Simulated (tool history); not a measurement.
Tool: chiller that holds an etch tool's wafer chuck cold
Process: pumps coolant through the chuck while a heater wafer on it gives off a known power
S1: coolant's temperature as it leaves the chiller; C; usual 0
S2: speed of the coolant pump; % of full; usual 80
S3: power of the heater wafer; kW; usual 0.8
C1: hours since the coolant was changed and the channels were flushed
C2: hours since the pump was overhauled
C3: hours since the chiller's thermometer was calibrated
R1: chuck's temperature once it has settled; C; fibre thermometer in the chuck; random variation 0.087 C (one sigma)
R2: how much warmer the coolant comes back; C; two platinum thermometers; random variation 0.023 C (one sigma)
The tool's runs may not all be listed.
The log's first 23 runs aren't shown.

{"run": 24, "hour": 534.9, "S1": 6, "S2": 98, "S3": 0.795, "C1": 71, "C2": 1514, "C3": 3280, "R1": 10.83, "R2": 2.12}
{"run": 25, "hour": 552.0, "S1": -3, "S2": 98, "S3": 1.093, "C1": 88, "C2": 1531, "C3": 3297, "R1": 3.37, "R2": 2.95}
{"run": 26, "hour": 584.9, "S1": -3, "S2": 98, "S3": 0.673, "C1": 121, "C2": 1564, "C3": 3330, "R1": 0.89, "R2": 1.83}
{"run": 27, "hour": 602.2, "S1": 3, "S2": 76, "S3": 0.8, "C1": 138, "C2": 1581, "C3": 3347, "R1": 8.98, "R2": 2.84}
{"run": 28, "hour": 627.7, "S1": 0, "S2": 80, "S3": 1.015, "C1": 164, "C2": 1607, "C3": 3373, "R1": 7.24, "R2": 3.39}
{"run": 29, "hour": 649.5, "S1": -9, "S2": 80, "S3": 0.8, "C1": 186, "C2": 1628, "C3": 3394, "R1": -3.25, "R2": 2.64}
{"run": 30, "hour": 664.6, "S1": -9, "S2": 80, "S3": 0.8, "C1": 201, "C2": 1643, "C3": 3409, "R1": -3.59, "R2": 2.63}
{"run": 31, "hour": 695.1, "S1": -9, "S2": 80, "S3": 0.8, "C1": 231, "C2": 1674, "C3": 3440, "R1": -3.21, "R2": 2.68}

Forecast each of these 4 alternatives for the next run:
{"run": "A", "hour": 726.8, "S1": 9, "S2": 83, "S3": 1.09, "C1": 263, "C2": 1706, "C3": 3472, "R1": "?", "R2": "?"}
{"run": "B", "hour": 726.8, "S1": -8, "S2": 80, "S3": 0.546, "C1": 263, "C2": 1706, "C3": 3472, "R1": "?", "R2": "?"}
{"run": "C", "hour": 726.8, "S1": 1, "S2": 80, "S3": 0.8, "C1": 263, "C2": 1706, "C3": 3472, "R1": "?", "R2": "?"}
{"run": "D", "hour": 726.8, "S1": -7, "S2": 80, "S3": 0.8, "C1": 263, "C2": 1706, "C3": 3472, "R1": "?", "R2": "?"}

run=A R1=16.59 R2=3.52
run=B R1=-4.21 R2=1.88
run=C R1=6.77 R2=2.67
run=D R1=-1.43 R2=2.69
Without the tool's hidden state the same runs would have given:
run=A R1=16.59 R2=3.52
run=B R1=-4.2 R2=1.88
run=C R1=6.78 R2=2.67
run=D R1=-1.42 R2=2.69
